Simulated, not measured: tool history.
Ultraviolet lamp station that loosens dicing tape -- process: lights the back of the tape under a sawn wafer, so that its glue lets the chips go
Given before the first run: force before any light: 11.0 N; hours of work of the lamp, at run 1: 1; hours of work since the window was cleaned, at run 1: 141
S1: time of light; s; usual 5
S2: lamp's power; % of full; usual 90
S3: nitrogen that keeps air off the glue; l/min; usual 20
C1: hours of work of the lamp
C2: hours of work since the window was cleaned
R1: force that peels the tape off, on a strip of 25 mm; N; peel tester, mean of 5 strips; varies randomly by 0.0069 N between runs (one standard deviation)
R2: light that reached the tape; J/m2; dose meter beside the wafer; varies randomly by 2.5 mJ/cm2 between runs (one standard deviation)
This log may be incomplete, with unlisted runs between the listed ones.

| run | hour | S1 | S2 | S3 | C1 | C2 | R1 | R2 |
|---|---|---|---|---|---|---|---|---|
| 1 | 0.0 | 5 | 90 | 20 | 1 | 141 | 0.233 | 3040 |
| 2 | 10.0 | 5 | 90 | 20 | 7 | 147 | 0.230 | 3040 |
| 3 | 21.3 | 5 | 90 | 20 | 13 | 153 | 0.236 | 3040 |
| 4 | 29.7 | 5 | 90 | 20 | 18 | 158 | 0.230 | 3050 |
| 5 | 37.9 | 5 | 90 | 20 | 23 | 162 | 0.239 | 3030 |
| 6 | 45.4 | 5 | 90 | 17 | 27 | 166 | 0.254 | 2980 |
| 7 | 54.3 | 5 | 90 | 20 | 32 | 171 | 0.227 | 3020 |
| 8 | 61.5 | 7 | 90 | 20 | 36 | 175 | 0.186 | 4220 |
| 9 | 66.3 | 5 | 90 | 20 | 38 | 178 | 0.236 | 2990 |
| 10 | 74.2 | 5 | 90 | 20 | 43 | 182 | 0.230 | 3060 |
| 11 | 84.2 | 5 | 90 | 20 | 48 | 188 | 0.250 | 3040 |
| 12 | 93.0 | 5 | 90 | 20 | 53 | 193 | 0.227 | 3010 |
| 13 | 99.0 | 5 | 90 | 20 | 57 | 196 | 0.248 | 3020 |
| 14 | 105.3 | 5 | 90 | 20 | 60 | 200 | 0.246 | 3020 |
| 15 | 114.2 | 5 | 90 | 20 | 65 | 205 | 0.230 | 3000 |
| 16 | 121.0 | 5 | 90 | 20 | 69 | 208 | 0.212 | 2990 |
| 17 | 129.6 | 5 | 90 | 7 | 74 | 213 | 0.382 | 3020 |
| 18 | 137.6 | 5 | 90 | 7 | 78 | 218 | 0.363 | 3020 |
| 19 | 147.8 | 5 | 90 | 9 | 84 | 223 | 0.319 | 3020 |
| 20 | 154.5 | 2 | 85 | 14 | 87 | 227 | 1.971 | 1190 |
| 21 | 162.1 | 5 | 70 | 20 | 92 | 231 | 0.367 | 2340 |
| 22 | 169.3 | 5 | 70 | 20 | 96 | 235 | 0.350 | 2340 |
| 23 | 180.8 | 5 | 70 | 20 | 102 | 242 | 0.360 | 2340 |
| 24 | 191.6 | 3 | 87 | 25 | 108 | 248 | 0.672 | 1750 |
| 25 | 196.7 | 3 | 73 | 7 | 111 | 250 | 1.726 | 1450 |
| 26 | 208.3 | 3 | 73 | 7 | 117 | 257 | 1.732 | 1460 |
| 27 | 216.8 | 8 | 85 | 23 | 122 | 262 | 0.172 | 4550 |
| 28 | 224.8 | 5 | 82 | 20 | 127 | 266 | 0.277 | 2780 |
| 29 | 231.9 | 2 | 90 | 13 | 131 | 270 | 1.890 | 1230 |
| 30 | 242.2 | 4 | 73 | 25 | 136 | 276 | 0.495 | 2000 |
| 31 | 248.4 | 4 | 73 | 25 | 140 | 279 | 0.520 | 1930 |
| 32 | 258.0 | 4 | 73 | 25 | 145 | 285 | 0.509 | 1990 |
| 33 | 262.8 | 4 | 80 | 25 | 148 | 287 | 0.418 | 2150 |
| 34 | 272.3 | 4 | 80 | 25 | 153 | 293 | 0.402 | 2150 |
| 35 | 282.2 | 3 | 73 | 19 | 159 | 298 | 1.103 | 1490 |
| 36 | 291.4 | 5 | 78 | 12 | 164 | 303 | 0.381 | 2600 |
| 37 | 300.9 | 5 | 90 | 17 | 169 | 308 | 0.243 | 3020 |
| 38 | 310.5 | 5 | 90 | 17 | 174 | 314 | 0.252 | 3020 |

Forecast each of these 3 alternatives for the next run:
| A | 315.5 | 5 | 89 | 17 | 177 | 317 | ? | ? |
| B | 315.5 | 5 | 64 | 11 | 177 | 317 | ? | ? |
| C | 315.5 | 7 | 97 | 11 | 177 | 317 | ? | ? |

| run | R1 | R2 |
|---|---|---|
| A | 0.246 | 2960 |
| B | 0.617 | 2100 |
| C | 0.189 | 4510 |
With no hidden state in the tool, these same runs would have given:
| run | R1 | R2 |
|---|---|---|
| A | 0.246 | 2970 |
| B | 0.615 | 2100 |
| C | 0.189 | 4520 |
